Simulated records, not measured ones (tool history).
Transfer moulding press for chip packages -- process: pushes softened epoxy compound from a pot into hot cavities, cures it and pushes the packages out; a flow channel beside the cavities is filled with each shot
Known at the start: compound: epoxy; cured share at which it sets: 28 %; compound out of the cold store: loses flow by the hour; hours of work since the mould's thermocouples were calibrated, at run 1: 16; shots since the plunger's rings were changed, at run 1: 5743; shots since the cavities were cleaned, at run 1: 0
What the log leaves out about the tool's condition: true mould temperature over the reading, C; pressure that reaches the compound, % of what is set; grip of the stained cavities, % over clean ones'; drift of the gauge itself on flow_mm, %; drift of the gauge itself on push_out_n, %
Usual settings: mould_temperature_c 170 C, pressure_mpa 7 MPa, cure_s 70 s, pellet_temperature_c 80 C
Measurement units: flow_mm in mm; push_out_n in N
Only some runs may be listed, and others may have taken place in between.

| run | hour | mould_temperature_c | pressure_mpa | cure_s | pellet_temperature_c | hours of work since the mould's thermocouples were calibrated | shots since the plunger's rings were changed | shots since the cavities were cleaned | incoming compound's hours out of the cold store | flow_mm | push_out_n |
|---|---|---|---|---|---|---|---|---|---|---|---|
| 1 | 0 | 170 | 7 | 70 | 80 | 16 | 5743 | 0 | 12.7 | 808 | 371 |
|  | 30.9 | cavities cleaned with cleaning compound and waxed |
|  | 48.1 | plunger's sealing rings changed |
| 2 | 50.5 | 170 | 7 | 70 | 80 | 51 | 43 | 301 | 25.8 | 828 | 544 |
|  | 65.8 | cavities cleaned with cleaning compound and waxed |
|  | 95.9 | cavities cleaned with cleaning compound and waxed |
| 3 | 100.8 | 170 | 7 | 70 | 80 | 86 | 872 | 86 | 30.6 | 807 | 414 |
|  | 128.2 | cavities cleaned with cleaning compound and waxed |
| 4 | 153.4 | 170 | 7 | 70 | 80 | 125 | 1770 | 442 | 47.4 | 726 | 562 |
|  | 158.8 | cavities cleaned with cleaning compound and waxed |
|  | 189 | cavities cleaned with cleaning compound and waxed |
| 5 | 194.9 | 170 | 7 | 70 | 80 | 153 | 2446 | 104 | 21.1 | 827 | 468 |
|  | 218.7 | cavities cleaned with cleaning compound and waxed |
|  | 248.3 | cavities cleaned with cleaning compound and waxed |
| 6 | 248.3 | 170 | 8.51 | 70 | 80 | 191 | 3330 | 0 | 33.4 | 840 | 362 |
|  | 277.7 | cavities cleaned with cleaning compound and waxed |
| 7 | 289.1 | 170 | 8.51 | 70 | 80 | 221 | 4021 | 200 | 14 | 914 | 509 |
|  | 308.4 | cavities cleaned with cleaning compound and waxed |
| 8 | 316.5 | 165 | 7 | 70 | 80 | 240 | 4474 | 141 | 26.9 | 783 | 640 |
|  | 341 | cavities cleaned with cleaning compound and waxed |
| 9 | 356.1 | 170 | 7 | 53 | 80 | 268 | 5143 | 264 | 46.8 | 687 | 937 |
|  | 372 | cavities cleaned with cleaning compound and waxed |
|  | 401.8 | cavities cleaned with cleaning compound and waxed |
| 10 | 404.8 | 174 | 7.42 | 90 | 86 | 303 | 5946 | 52 | 8.4 | 838 | 325 |
|  | 432.5 | cavities cleaned with cleaning compound and waxed |
|  | 440 | plunger's sealing rings changed |
| 11 | 441.6 | 174 | 7.42 | 90 | 86 | 327 | 28 | 115 | 13.5 | 896 | 381 |
|  | 465 | cavities cleaned with cleaning compound and waxed |
| 12 | 465 | 174 | 7.42 | 90 | 86 | 344 | 413 | 0 | 28.4 | 828 | 308 |
|  | 482.9 | mould's thermocouples calibrated |
|  | 499.3 | cavities cleaned with cleaning compound and waxed |
| 13 | 520.3 | 174 | 7.42 | 90 | 86 | 27 | 1322 | 369 | 40 | 776 | 480 |
|  | 529.6 | cavities cleaned with cleaning compound and waxed |
|  | 561.3 | cavities cleaned with cleaning compound and waxed |
| 14 | 573.3 | 163 | 8.55 | 67 | 73 | 64 | 2199 | 210 | 8.6 | 988 | 944 |
|  | 592.2 | cavities cleaned with cleaning compound and waxed |
| 15 | 611.7 | 163 | 8.55 | 67 | 73 | 92 | 2848 | 343 | 32.3 | 867 | 970 |
|  | 625 | cavities cleaned with cleaning compound and waxed |
|  | 656.3 | cavities cleaned with cleaning compound and waxed |
| 16 | 657.8 | 171 | 5.42 | 76 | 73 | 124 | 3605 | 28 | 47.4 | 622 | 339 |
|  | 688.5 | cavities cleaned with cleaning compound and waxed |
| 17 | 693.5 | 177 | 7 | 70 | 80 | 150 | 4204 | 88 | 47.5 | 684 | 357 |

Hidden condition of the tool, last listed run before each entry between runs versus first listed run after:
Runs 1 to 2: cavities cleaned with cleaning compound and waxed (hour 30.9); plunger's sealing rings changed (hour 48.1)
  true mould temperature over the reading, C: -0.22 -> -0.29; pressure that reaches the compound, % of what is set: 82.17 -> 99.61; grip of the stained cavities, % over clean ones': 1.4 -> 44
  measured less the result without the state, flow_mm: -83 -> -1 mm; push_out_n: +9 -> +168 N
Runs 2 to 3: cavities cleaned with cleaning compound and waxed (hour 65.8); cavities cleaned with cleaning compound and waxed (hour 95.9)
  true mould temperature over the reading, C: -0.29 -> -0.35; pressure that reaches the compound, % of what is set: 99.61 -> 97.38; grip of the stained cavities, % over clean ones': 44 -> 15.4
  measured less the result without the state, flow_mm: -1 -> -10 mm; push_out_n: +168 -> +61 N
Runs 3 to 4: cavities cleaned with cleaning compound and waxed (hour 128.2)
  true mould temperature over the reading, C: -0.35 -> -0.42; pressure that reaches the compound, % of what is set: 97.38 -> 94.61; grip of the stained cavities, % over clean ones': 15.4 -> 56.5
  measured less the result without the state, flow_mm: -10 -> -20 mm; push_out_n: +61 -> +209 N
Runs 4 to 5: cavities cleaned with cleaning compound and waxed (hour 158.8); cavities cleaned with cleaning compound and waxed (hour 189)
  true mould temperature over the reading, C: -0.42 -> -0.47; pressure that reaches the compound, % of what is set: 94.61 -> 92.65; grip of the stained cavities, % over clean ones': 56.5 -> 22.5
  measured less the result without the state, flow_mm: -20 -> -31 mm; push_out_n: +209 -> +93 N
Runs 5 to 6: cavities cleaned with cleaning compound and waxed (hour 218.7); cavities cleaned with cleaning compound and waxed (hour 248.3)
  true mould temperature over the reading, C: -0.47 -> -0.55; pressure that reaches the compound, % of what is set: 92.65 -> 90.07; grip of the stained cavities, % over clean ones': 22.5 -> 0.2
  measured less the result without the state, flow_mm: -31 -> -44 mm; push_out_n: +93 -> +8 N
Runs 6 to 7: cavities cleaned with cleaning compound and waxed (hour 277.7)
  true mould temperature over the reading, C: -0.55 -> -0.6; pressure that reaches the compound, % of what is set: 90.07 -> 88.03; grip of the stained cavities, % over clean ones': 0.2 -> 33.3
  measured less the result without the state, flow_mm: -44 -> -58 mm; push_out_n: +8 -> +138 N
Runs 7 to 8: cavities cleaned with cleaning compound and waxed (hour 308.4)
  true mould temperature over the reading, C: -0.6 -> -0.64; pressure that reaches the compound, % of what is set: 88.03 -> 86.71; grip of the stained cavities, % over clean ones': 33.3 -> 25
  measured less the result without the state, flow_mm: -58 -> -56 mm; push_out_n: +138 -> +149 N
Runs 8 to 9: cavities cleaned with cleaning compound and waxed (hour 341)
  true mould temperature over the reading, C: -0.64 -> -0.7; pressure that reaches the compound, % of what is set: 86.71 -> 84.74; grip of the stained cavities, % over clean ones': 25 -> 41
  measured less the result without the state, flow_mm: -56 -> -58 mm; push_out_n: +149 -> +304 N
Runs 9 to 10: cavities cleaned with cleaning compound and waxed (hour 372); cavities cleaned with cleaning compound and waxed (hour 401.8)
  true mould temperature over the reading, C: -0.7 -> -0.76; pressure that reaches the compound, % of what is set: 84.74 -> 82.5; grip of the stained cavities, % over clean ones': 41 -> 8.8
  measured less the result without the state, flow_mm: -58 -> -83 mm; push_out_n: +304 -> +27 N
Runs 10 to 11: cavities cleaned with cleaning compound and waxed (hour 432.5); plunger's sealing rings changed (hour 440)
  true mould temperature over the reading, C: -0.76 -> -0.81; pressure that reaches the compound, % of what is set: 82.5 -> 99.38; grip of the stained cavities, % over clean ones': 8.8 -> 20.7
  measured less the result without the state, flow_mm: -83 -> -2 mm; push_out_n: +27 -> +66 N
Runs 11 to 12: cavities cleaned with cleaning compound and waxed (hour 465)
  true mould temperature over the reading, C: -0.81 -> -0.84; pressure that reaches the compound, % of what is set: 99.38 -> 98.21; grip of the stained cavities, % over clean ones': 20.7 -> 1.5
  measured less the result without the state, flow_mm: -2 -> -6 mm; push_out_n: +66 -> +5 N
Runs 12 to 13: mould's thermocouples calibrated (hour 482.9); cavities cleaned with cleaning compound and waxed (hour 499.3)
  true mould temperature over the reading, C: -0.84 -> -0.46; pressure that reaches the compound, % of what is set: 98.21 -> 95.63; grip of the stained cavities, % over clean ones': 1.5 -> 52.8
  measured less the result without the state, flow_mm: -6 -> -17 mm; push_out_n: +5 -> +162 N
Runs 13 to 14: cavities cleaned with cleaning compound and waxed (hour 529.6); cavities cleaned with cleaning compound and waxed (hour 561.3)
  true mould temperature over the reading, C: -0.46 -> -0.52; pressure that reaches the compound, % of what is set: 95.63 -> 93.07; grip of the stained cavities, % over clean ones': 52.8 -> 31.5
  measured less the result without the state, flow_mm: -17 -> -34 mm; push_out_n: +162 -> +254 N
Runs 14 to 15: cavities cleaned with cleaning compound and waxed (hour 592.2)
  true mould temperature over the reading, C: -0.52 -> -0.57; pressure that reaches the compound, % of what is set: 93.07 -> 91.05; grip of the stained cavities, % over clean ones': 31.5 -> 51.2
  measured less the result without the state, flow_mm: -34 -> -40 mm; push_out_n: +254 -> +350 N
Runs 15 to 16: cavities cleaned with cleaning compound and waxed (hour 625); cavities cleaned with cleaning compound and waxed (hour 656.3)
  true mould temperature over the reading, C: -0.57 -> -0.63; pressure that reaches the compound, % of what is set: 91.05 -> 88.83; grip of the stained cavities, % over clean ones': 51.2 -> 5.8
  measured less the result without the state, flow_mm: -40 -> -38 mm; push_out_n: +350 -> +23 N
Runs 16 to 17: cavities cleaned with cleaning compound and waxed (hour 688.5)
  true mould temperature over the reading, C: -0.63 -> -0.68; pressure that reaches the compound, % of what is set: 88.83 -> 87.07; grip of the stained cavities, % over clean ones': 5.8 -> 16.9
  measured less the result without the state, flow_mm: -38 -> -49 mm; push_out_n: +23 -> +53 N
